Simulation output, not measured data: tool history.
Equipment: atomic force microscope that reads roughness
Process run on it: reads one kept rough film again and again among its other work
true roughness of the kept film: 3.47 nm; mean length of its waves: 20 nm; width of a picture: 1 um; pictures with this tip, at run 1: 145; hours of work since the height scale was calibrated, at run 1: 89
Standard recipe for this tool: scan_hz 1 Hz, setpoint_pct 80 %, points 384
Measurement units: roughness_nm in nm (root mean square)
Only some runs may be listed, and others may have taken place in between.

run   hour  scan_hz  setpoint_pct  points  pictures with this tip  hours of work since the height scale was calibrated  roughness_nm
  1      0        1            80     384                     145                                                   89         2.652
  2   22.9     1.68            80     384                     175                                                  102         2.489
  3   41.4     1.44            80     384                     199                                                  113          2.55
      61.3  -- new tip fitted
  4   72.1     1.44            80     384                      14                                                  130         2.577
  5  103.6     1.44            80     384                      54                                                  148         2.542
  6    118     1.44            80     384                      73                                                  156         2.565
  7  149.2        1            80     384                     114                                                  174          2.65
  8  176.3        1            80     384                     149                                                  190         2.658
  9  190.6        1            80     384                     167                                                  198         2.663
 10  220.3        1            80     384                     206                                                  215         2.654
     235.1  -- new tip fitted
 11  242.1        1            80     384                       9                                                  227         2.653
 12  274.1        1            80     963                      51                                                  245         2.684
 13  293.5     2.48            80     963                      76                                                  257         2.398
 14  307.1     1.34            80     963                      93                                                  264         2.595
 15  328.7        1            80     384                     121                                                  277         2.649
 16  349.2        1            80     384                     148                                                  288         2.645
 17  380.9        1            80     498                     189                                                  307         2.671
     407.1  -- new tip fitted
 18    412        1            80     498                       6                                                  324         2.679
 19  443.2        1            80     498                      47                                                  342         2.671
 20  461.7        1            87     384                      71                                                  353         2.564
 21  486.2        1            87     384                     102                                                  366         2.574
 22  499.2        1            87     384                     119                                                  374         2.551
 23  523.7     2.35            87     531                     151                                                  388         2.231
 24  543.8        1            60     384                     177                                                  399         2.816
 25  573.2     2.21            87     380                     215                                                  416          2.24
       580  -- new tip fitted
 26  592.1     3.63            80    1002                      16                                                  427         2.193
 27  613.2     1.33            56     783                      43                                                  439         2.862
 28  626.8     1.33            56     783                      61                                                  447         2.836
 29  656.8     1.58            80     562                      99                                                  464         2.541
 30  685.8     1.58            72     286                     137                                                  480         2.627
 31    701     1.17            80     659                     157                                                  489         2.656
 32  732.7     1.17            80     659                     198                                                  507         2.655
       753  -- new tip fitted
 33  765.1     3.01            62     384                      16                                                  525         2.628
 34  786.8     3.01            62     384                      44                                                  538         2.619

For run 35, what comes out?
 35  812.5     0.68            78     466                      77                                                  553             ?

{"run 35": {"roughness_nm": 2.781}}
With no hidden state in the tool, this same run would have given roughness_nm 2.786 nm (root mean square).
